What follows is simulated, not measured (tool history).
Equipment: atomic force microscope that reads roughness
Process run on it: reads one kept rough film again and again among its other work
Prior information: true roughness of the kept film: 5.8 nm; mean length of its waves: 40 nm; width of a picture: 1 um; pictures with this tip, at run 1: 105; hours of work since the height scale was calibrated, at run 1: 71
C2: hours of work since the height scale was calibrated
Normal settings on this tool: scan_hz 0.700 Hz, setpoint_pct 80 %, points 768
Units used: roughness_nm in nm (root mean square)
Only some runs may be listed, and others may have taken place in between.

{"run": 1, "hour": 0.0, "scan_hz": 0.7, "setpoint_pct": 80, "points": 768, "pictures with this tip": 105, "C2": 71, "roughness_nm": 3.416}
{"hour": 15.3, "done": "new tip fitted"}
{"run": 2, "hour": 35.0, "scan_hz": 0.7, "setpoint_pct": 80, "points": 768, "pictures with this tip": 17, "C2": 85, "roughness_nm": 4.537}
{"run": 3, "hour": 75.1, "scan_hz": 0.7, "setpoint_pct": 80, "points": 768, "pictures with this tip": 53, "C2": 101, "roughness_nm": 3.968}
{"run": 4, "hour": 110.6, "scan_hz": 0.7, "setpoint_pct": 80, "points": 768, "pictures with this tip": 84, "C2": 116, "roughness_nm": 3.591}
{"run": 5, "hour": 129.0, "scan_hz": 3.097, "setpoint_pct": 80, "points": 768, "pictures with this tip": 100, "C2": 123, "roughness_nm": 2.995}
{"hour": 147.5, "done": "new tip fitted"}
{"run": 6, "hour": 168.4, "scan_hz": 3.097, "setpoint_pct": 80, "points": 768, "pictures with this tip": 18, "C2": 139, "roughness_nm": 3.99}
{"run": 7, "hour": 204.6, "scan_hz": 3.097, "setpoint_pct": 80, "points": 768, "pictures with this tip": 50, "C2": 154, "roughness_nm": 3.571}
{"run": 8, "hour": 236.7, "scan_hz": 0.7, "setpoint_pct": 80, "points": 925, "pictures with this tip": 78, "C2": 167, "roughness_nm": 3.678}
{"run": 9, "hour": 273.5, "scan_hz": 0.7, "setpoint_pct": 80, "points": 278, "pictures with this tip": 111, "C2": 181, "roughness_nm": 3.298}
{"hour": 280.0, "done": "new tip fitted"}
{"run": 10, "hour": 292.6, "scan_hz": 0.7, "setpoint_pct": 80, "points": 278, "pictures with this tip": 11, "C2": 189, "roughness_nm": 4.617}
{"run": 11, "hour": 324.8, "scan_hz": 0.7, "setpoint_pct": 80, "points": 278, "pictures with this tip": 39, "C2": 202, "roughness_nm": 4.157}
{"run": 12, "hour": 362.5, "scan_hz": 0.7, "setpoint_pct": 80, "points": 768, "pictures with this tip": 72, "C2": 217, "roughness_nm": 3.716}
{"run": 13, "hour": 380.4, "scan_hz": 0.7, "setpoint_pct": 80, "points": 768, "pictures with this tip": 88, "C2": 225, "roughness_nm": 3.532}
{"hour": 413.3, "done": "new tip fitted"}
{"run": 14, "hour": 414.9, "scan_hz": 0.7, "setpoint_pct": 80, "points": 768, "pictures with this tip": 1, "C2": 238, "roughness_nm": 4.847}
{"run": 15, "hour": 439.8, "scan_hz": 0.7, "setpoint_pct": 80, "points": 768, "pictures with this tip": 23, "C2": 248, "roughness_nm": 4.39}
{"run": 16, "hour": 464.1, "scan_hz": 0.7, "setpoint_pct": 80, "points": 768, "pictures with this tip": 44, "C2": 258, "roughness_nm": 4.118}
{"run": 17, "hour": 491.6, "scan_hz": 0.7, "setpoint_pct": 80, "points": 768, "pictures with this tip": 68, "C2": 269, "roughness_nm": 3.777}
{"run": 18, "hour": 511.6, "scan_hz": 0.7, "setpoint_pct": 80, "points": 768, "pictures with this tip": 86, "C2": 278, "roughness_nm": 3.564}
{"hour": 547.7, "done": "new tip fitted"}
{"run": 19, "hour": 551.9, "scan_hz": 0.7, "setpoint_pct": 80, "points": 768, "pictures with this tip": 4, "C2": 294, "roughness_nm": 4.848}
{"run": 20, "hour": 571.5, "scan_hz": 1.634, "setpoint_pct": 64, "points": 278, "pictures with this tip": 21, "C2": 302, "roughness_nm": 4.476}
{"run": 21, "hour": 612.0, "scan_hz": 1.634, "setpoint_pct": 64, "points": 278, "pictures with this tip": 57, "C2": 318, "roughness_nm": 3.964}
{"run": 22, "hour": 650.8, "scan_hz": 1.634, "setpoint_pct": 64, "points": 278, "pictures with this tip": 91, "C2": 334, "roughness_nm": 3.538}
{"hour": 680.2, "done": "new tip fitted"}
{"run": 23, "hour": 691.0, "scan_hz": 3.357, "setpoint_pct": 87, "points": 700, "pictures with this tip": 10, "C2": 350, "roughness_nm": 3.806}
{"run": 24, "hour": 725.4, "scan_hz": 3.357, "setpoint_pct": 87, "points": 700, "pictures with this tip": 40, "C2": 364, "roughness_nm": 3.402}
{"run": 25, "hour": 752.1, "scan_hz": 1.445, "setpoint_pct": 60, "points": 343, "pictures with this tip": 64, "C2": 375, "roughness_nm": 3.858}
{"run": 26, "hour": 773.2, "scan_hz": 1.445, "setpoint_pct": 60, "points": 343, "pictures with this tip": 82, "C2": 383, "roughness_nm": 3.627}
{"run": 27, "hour": 798.9, "scan_hz": 0.879, "setpoint_pct": 69, "points": 381, "pictures with this tip": 105, "C2": 394, "roughness_nm": 3.389}
{"hour": 813.3, "done": "new tip fitted"}
{"run": 28, "hour": 822.0, "scan_hz": 0.879, "setpoint_pct": 69, "points": 381, "pictures with this tip": 8, "C2": 403, "roughness_nm": 4.713}
{"run": 29, "hour": 856.7, "scan_hz": 0.879, "setpoint_pct": 69, "points": 381, "pictures with this tip": 38, "C2": 417, "roughness_nm": 4.231}
{"run": 30, "hour": 882.0, "scan_hz": 0.879, "setpoint_pct": 69, "points": 381, "pictures with this tip": 60, "C2": 427, "roughness_nm": 3.969}
{"run": 31, "hour": 901.0, "scan_hz": 0.995, "setpoint_pct": 75, "points": 274, "pictures with this tip": 77, "C2": 435, "roughness_nm": 3.68}
{"run": 32, "hour": 932.3, "scan_hz": 3.992, "setpoint_pct": 84, "points": 337, "pictures with this tip": 105, "C2": 447, "roughness_nm": 2.727}
{"hour": 947.9, "done": "new tip fitted"}
{"run": 33, "hour": 951.3, "scan_hz": 3.943, "setpoint_pct": 63, "points": 768, "pictures with this tip": 3, "C2": 455, "roughness_nm": 4.646}
{"run": 34, "hour": 986.1, "scan_hz": 3.943, "setpoint_pct": 63, "points": 768, "pictures with this tip": 33, "C2": 469, "roughness_nm": 4.09}
{"run": 35, "hour": 1015.6, "scan_hz": 3.943, "setpoint_pct": 82, "points": 302, "pictures with this tip": 59, "C2": 481, "roughness_nm": 3.275}
{"run": 36, "hour": 1036.3, "scan_hz": 2.788, "setpoint_pct": 74, "points": 451, "pictures with this tip": 78, "C2": 489, "roughness_nm": 3.454}
{"run": 37, "hour": 1072.3, "scan_hz": 0.564, "setpoint_pct": 67, "points": 768, "pictures with this tip": 109, "C2": 504, "roughness_nm": 3.459}
{"hour": 1082.8, "done": "new tip fitted"}
{"run": 38, "hour": 1101.8, "scan_hz": 0.981, "setpoint_pct": 65, "points": 344, "pictures with this tip": 17, "C2": 516, "roughness_nm": 4.616}

Hidden state or all else? Some run-to-run changes of roughness_nm, split into what the settings, what came in and random variation would give without the hidden state, and what is left for the hidden state (with any gauge scatter that isn't in both results):
The hidden state here: radius of the tip, nm; height scale over the true one, %; drift of the gauge itself on roughness_nm, %.
Run 9 -> 10: new tip fitted. roughness_nm +1.319 nm (root mean square): hidden state +1.299, all else +0.020.
Run 13 -> 14: new tip fitted. roughness_nm +1.315 nm (root mean square): hidden state +1.271, all else +0.044.
Run 27 -> 28: new tip fitted. roughness_nm +1.324 nm (root mean square): hidden state +1.370, all else -0.046.
Run 32 -> 33: scan_hz 3.992 -> 3.943, setpoint_pct 84 -> 63, points 337 -> 768, new tip fitted. roughness_nm +1.919 nm (root mean square): hidden state +1.142, all else +0.777.

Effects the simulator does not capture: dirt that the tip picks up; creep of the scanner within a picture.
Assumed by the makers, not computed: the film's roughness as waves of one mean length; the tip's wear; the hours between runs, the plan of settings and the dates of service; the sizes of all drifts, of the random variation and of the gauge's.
